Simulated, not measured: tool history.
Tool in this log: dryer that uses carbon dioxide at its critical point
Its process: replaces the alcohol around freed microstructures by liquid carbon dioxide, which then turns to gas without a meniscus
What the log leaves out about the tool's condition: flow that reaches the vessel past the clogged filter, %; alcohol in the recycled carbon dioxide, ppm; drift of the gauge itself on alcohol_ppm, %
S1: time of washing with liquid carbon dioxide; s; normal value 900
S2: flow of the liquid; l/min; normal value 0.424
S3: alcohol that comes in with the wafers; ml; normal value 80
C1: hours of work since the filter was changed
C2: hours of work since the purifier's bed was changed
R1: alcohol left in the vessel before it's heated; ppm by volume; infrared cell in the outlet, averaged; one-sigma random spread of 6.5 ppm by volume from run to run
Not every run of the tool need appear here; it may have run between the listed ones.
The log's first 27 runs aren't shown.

run	hour	S1	S2	S3	C1	C2	R1
28	942.7	1140	0.424	80	171	818	195
29	976.6	900	0.424	109	198	844	736
30	1012.3	900	0.424	109	225	872	825
31	1048.8	900	0.424	109	254	901	861
32	1090.9	1080	0.424	65	287	934	286
33	1129.5	660	0.455	51	317	964	1284
# hour 1170.3: inlet filter changed
34	1178.9	660	0.303	114	7	1002	5868
35	1201.3	660	0.511	105	24	1019	928
36	1241.2	660	0.511	105	56	1051	971
37	1266.3	660	0.511	105	75	1070	1014
38	1314	600	0.643	80	113	1108	545
39	1347.6	540	0.389	80	139	1134	4565
40	1387.7	720	0.678	80	170	1166	251
41	1428	720	0.678	80	202	1197	271
42	1453.4	840	0.424	80	222	1217	862
43	1500.1	900	0.347	80	258	1254	1440
44	1536.8	1320	0.563	36	287	1282	146
45	1567.6	900	0.451	80	311	1307	622
46	1598.2	540	0.424	23	335	1330	1472

Branching from run 46: 3 alternative next runs. What would each branch give?
# hour 1618: inlet filter changed
A	1620.8	660	0.573	91	2	1347	?
# hour 1618: inlet filter changed
B	1620.8	900	0.278	26	2	1347	?
# hour 1618: inlet filter changed
C	1620.8	1200	0.424	23	2	1347	?

run	R1
A	516
B	739
C	159
Without the tool's hidden state the same runs would have given:
run	R1
A	365
B	585
C	16
